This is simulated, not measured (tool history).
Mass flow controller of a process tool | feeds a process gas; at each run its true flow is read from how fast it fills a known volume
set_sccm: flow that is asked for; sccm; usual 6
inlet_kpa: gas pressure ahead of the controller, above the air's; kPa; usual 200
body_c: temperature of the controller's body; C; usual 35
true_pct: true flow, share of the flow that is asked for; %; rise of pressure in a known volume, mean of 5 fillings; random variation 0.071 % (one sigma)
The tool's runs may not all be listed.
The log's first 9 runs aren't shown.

run,hour,set_sccm,inlet_kpa,body_c,hours of work since the controller was set to zero,hours of work since the controller was changed,true_pct
10,957.7,6,200,35,2305,2305,98.88
11,1025.9,6,200,35,2346,2346,99.06
12,1090,6,173,35,2383,2383,99.04
13,1161.6,6,173,35,2426,2426,99.09
14,1253.5,6,200,27,2480,2480,98.26
15,1324.7,6,200,27,2522,2522,98.29
16,1404.4,6,200,27,2569,2569,98.34
17,1473.4,6,256,35,2609,2609,98.6
18,1574.6,6,269,35,2669,2669,98.62
19,1695.7,6,269,35,2740,2740,98.66
20,1814,6,200,33,2810,2810,98.79
21,1902.7,6,200,35,2863,2863,98.99
22,1975,6,200,35,2905,2905,99.05
23,2050.1,6,200,35,2949,2949,98.91
24,2138.5,6,200,35,3001,3001,98.77

Run 25 comes next. What will it give?
25,2219.3,3,143,28,3049,3049,?

true_pct: 97.09 %
Without the tool's hidden state the same run would have given true_pct 98.79 %.
